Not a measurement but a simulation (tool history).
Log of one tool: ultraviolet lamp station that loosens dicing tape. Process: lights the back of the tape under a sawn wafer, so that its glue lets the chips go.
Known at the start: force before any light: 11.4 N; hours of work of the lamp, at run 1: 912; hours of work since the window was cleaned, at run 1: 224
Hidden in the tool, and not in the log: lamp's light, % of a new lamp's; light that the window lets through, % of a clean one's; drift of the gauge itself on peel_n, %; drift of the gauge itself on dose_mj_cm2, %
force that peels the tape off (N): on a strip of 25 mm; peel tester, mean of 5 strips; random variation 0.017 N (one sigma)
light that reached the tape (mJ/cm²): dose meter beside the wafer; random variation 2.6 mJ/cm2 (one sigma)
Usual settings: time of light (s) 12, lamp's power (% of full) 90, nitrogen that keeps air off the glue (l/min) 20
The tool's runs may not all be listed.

run    hour  time of light (s)  lamp's power (% of full)  nitrogen that keeps air off the glue (l/min)  hours of work of the lamp  hours of work since the window was cleaned  force that peels the tape off (N)  light that reached the tape (mJ/cm²)
  1     0.0                 12                        90                                            20                        912                                         224                              0.857                                   343
  2    68.2                 12                        68                                            20                        943                                         256                              1.510                                   257
  3   132.9                 12                        90                                            20                        973                                         286                              0.811                                   339
  4   205.5                 12                        90                                            20                       1007                                         319                              0.822                                   340
  5   243.3                 12                        90                                            20                       1024                                         337                              0.825                                   342
      294.0  -- window cleaned of glue's vapour
  6   315.6                 12                        90                                            20                       1057                                          10                              0.814                                   336
  7   384.2                 12                        90                                            20                       1089                                          42                              0.840                                   339
  8   445.3                 12                        90                                            20                       1117                                          70                              0.823                                   340
  9   513.4                 12                        90                                            20                       1148                                         101                              0.841                                   343
 10   575.4                 12                        90                                            20                       1177                                         130                              0.833                                   343
 11   630.1                 12                        90                                            20                       1202                                         155                              0.846                                   340
 12   671.6                 12                        90                                            33                       1221                                         174                              0.596                                   342
 13   712.1                 12                        90                                            29                       1240                                         193                              0.647                                   342
 14   796.6                 12                        90                                            29                       1279                                         232                              0.666                                   337
 15   861.5                 19                        93                                            20                       1309                                         261                              0.262                                   561
 16   913.6                 12                        72                                            20                       1333                                         285                              1.315                                   269
 17   976.7                 12                        72                                            37                       1362                                         315                              0.937                                   275
 18  1044.6                 11                        90                                            18                       1393                                         346                              1.101                                   314

The next listed run, before its measurement:
     1076.7  -- window cleaned of glue's vapour
 19  1118.9                 11                        90                                            18                       1427                                          19                                  ?                                     ?

Run 19 gave force that peels the tape off (N) 1.076, light that reached the tape (mJ/cm²) 312.
Without the tool's hidden state the same run would have given force that peels the tape off (N) 1.072, light that reached the tape (mJ/cm²) 313.
